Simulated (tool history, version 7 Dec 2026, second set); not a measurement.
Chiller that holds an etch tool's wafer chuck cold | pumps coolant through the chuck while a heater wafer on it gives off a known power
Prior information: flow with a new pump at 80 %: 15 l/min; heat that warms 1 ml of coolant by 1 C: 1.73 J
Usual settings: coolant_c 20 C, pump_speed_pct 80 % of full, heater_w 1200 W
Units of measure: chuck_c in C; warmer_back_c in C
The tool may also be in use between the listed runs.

run	hour	coolant_c	pump_speed_pct	heater_w	chuck_c	warmer_back_c
1	0	20	80	1200	29.7	2.75
2	23.3	20	80	1200	29.8	2.8
3	42.4	20	80	1200	29.5	2.76
4	55	20	80	1200	29.6	2.78
5	76.9	17	80	1200	26.5	2.73
6	90.9	17	80	1200	26.6	2.77
7	120.9	17	80	1200	26.7	2.75
8	146.9	17	80	1200	26.4	2.76
9	162.2	20	80	1089	28.7	2.46
10	181	20	80	1089	28.6	2.51
11	206.8	20	80	1089	28.6	2.47
12	236.4	20	77	1200	29.8	2.85
13	255.5	20	80	1200	29.7	2.8
14	285.4	20	80	1200	29.5	2.72
15	307.8	20	80	1200	29.5	2.75
16	338.3	20	80	1595	32.8	3.68
17	357.8	20	83	1595	32.5	3.54
18	376.2	15	86	1595	27.4	3.39
19	404.6	15	86	1595	27.4	3.43
20	425.2	18	86	642	22.9	1.35
# hour 427.7: chiller's thermometer calibrated
21	441.4	18	86	642	23	1.39
22	455.9	18	86	642	22.9	1.36
23	477.3	20	70	644	25.9	1.73
24	500.2	26	80	1200	35.6	2.77
25	519.8	21	97	1200	29.4	2.25
# hour 544.5: chiller's thermometer calibrated, once more
26	549.7	21	97	1200	29.2	2.25
27	569	27	61	873	35.6	2.73
28	599.1	20	65	1126	30.7	3.21
29	615.4	20	65	1126	30.6	3.29
30	644.8	20	65	1126	30.5	3.27
31	660.9	16	60	654	22.8	2.11

Forecast each of these 3 alternatives for the next run:
A	679.1	16	96	855	?	?
B	679.1	12	70	1454	?	?
C	679.1	16	98	1394	?	?

run	chuck_c	warmer_back_c
A	22.2	1.6
B	24.9	3.84
C	25.9	2.56
The same runs, with their run-to-run variation unchanged, on a tool lacking any hidden condition would have given:
run	chuck_c	warmer_back_c
A	21.7	1.6
B	23.8	3.85
C	25	2.57
